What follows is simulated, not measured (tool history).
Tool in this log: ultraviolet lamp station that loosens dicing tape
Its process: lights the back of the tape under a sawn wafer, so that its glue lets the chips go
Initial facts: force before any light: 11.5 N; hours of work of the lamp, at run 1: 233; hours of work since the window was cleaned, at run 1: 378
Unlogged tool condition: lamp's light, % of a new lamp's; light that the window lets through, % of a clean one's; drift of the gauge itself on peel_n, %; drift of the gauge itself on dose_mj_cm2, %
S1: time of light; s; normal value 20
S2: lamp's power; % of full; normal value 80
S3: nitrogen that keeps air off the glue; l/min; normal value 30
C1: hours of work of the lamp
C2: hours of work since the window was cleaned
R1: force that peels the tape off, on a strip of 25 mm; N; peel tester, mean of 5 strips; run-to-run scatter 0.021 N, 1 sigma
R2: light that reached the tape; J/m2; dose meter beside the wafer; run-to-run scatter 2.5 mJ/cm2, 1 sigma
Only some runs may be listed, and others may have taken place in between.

run 1 hour=0 | S1=20 S2=80 S3=30 | C1=233 C2=378 | R1=1.385 R2=2490
run 2 hour=9.3 | S1=20 S2=80 S3=30 | C1=239 C2=384 | R1=1.345 R2=2490
run 3 hour=15.6 | S1=20 S2=80 S3=30 | C1=243 C2=388 | R1=1.36 R2=2480
run 4 hour=25.4 | S1=20 S2=92 S3=30 | C1=249 C2=394 | R1=1.012 R2=2800
run 5 hour=31.2 | S1=20 S2=92 S3=30 | C1=253 C2=398 | R1=1.003 R2=2800
run 6 hour=40.5 | S1=20 S2=92 S3=41 | C1=259 C2=404 | R1=0.874 R2=2810
run 7 hour=46.8 | S1=20 S2=92 S3=41 | C1=263 C2=408 | R1=0.833 R2=2820
run 8 hour=54.5 | S1=20 S2=92 S3=41 | C1=268 C2=413 | R1=0.905 R2=2790
run 9 hour=60.1 | S1=20 S2=92 S3=41 | C1=271 C2=416 | R1=0.888 R2=2800
run 10 hour=65.3 | S1=18 S2=79 S3=31 | C1=274 C2=419 | R1=1.685 R2=2170
run 11 hour=70.9 | S1=18 S2=79 S3=31 | C1=278 C2=423 | R1=1.731 R2=2130
run 12 hour=79.4 | S1=16 S2=69 S3=21 | C1=283 C2=428 | R1=2.942 R2=1640
run 13 hour=85.7 | S1=16 S2=69 S3=21 | C1=287 C2=432 | R1=3.022 R2=1620
run 14 hour=94.8 | S1=19 S2=75 S3=17 | C1=293 C2=438 | R1=2.489 R2=2140
run 15 hour=101.4 | S1=19 S2=75 S3=17 | C1=298 C2=442 | R1=2.37 R2=2140
run 16 hour=109.2 | S1=29 S2=80 S3=52 | C1=302 C2=447 | R1=0.489 R2=3480
run 17 hour=114.1 | S1=20 S2=67 S3=30 | C1=306 C2=450 | R1=1.961 R2=1960

Consider 3 possible next runs. They are alternatives, not a sequence: every one starts from the tool as it was left by run 17. What does each give?
run A hour=121.5 | S1=12 S2=77 S3=30 | C1=310 C2=455 | R1=? R2=?
run B hour=121.5 | S1=20 S2=65 S3=16 | C1=310 C2=455 | R1=? R2=?
run C hour=121.5 | S1=10 S2=80 S3=30 | C1=310 C2=455 | R1=? R2=?

run=A R1=3.352 R2=1360
run=B R1=2.888 R2=1950
run=C R1=3.921 R2=1170
What these runs would have given with no unlogged condition in the tool:
run=A R1=2.661 R2=1630
run=B R1=2.23 R2=2330
run=C R1=3.201 R2=1400
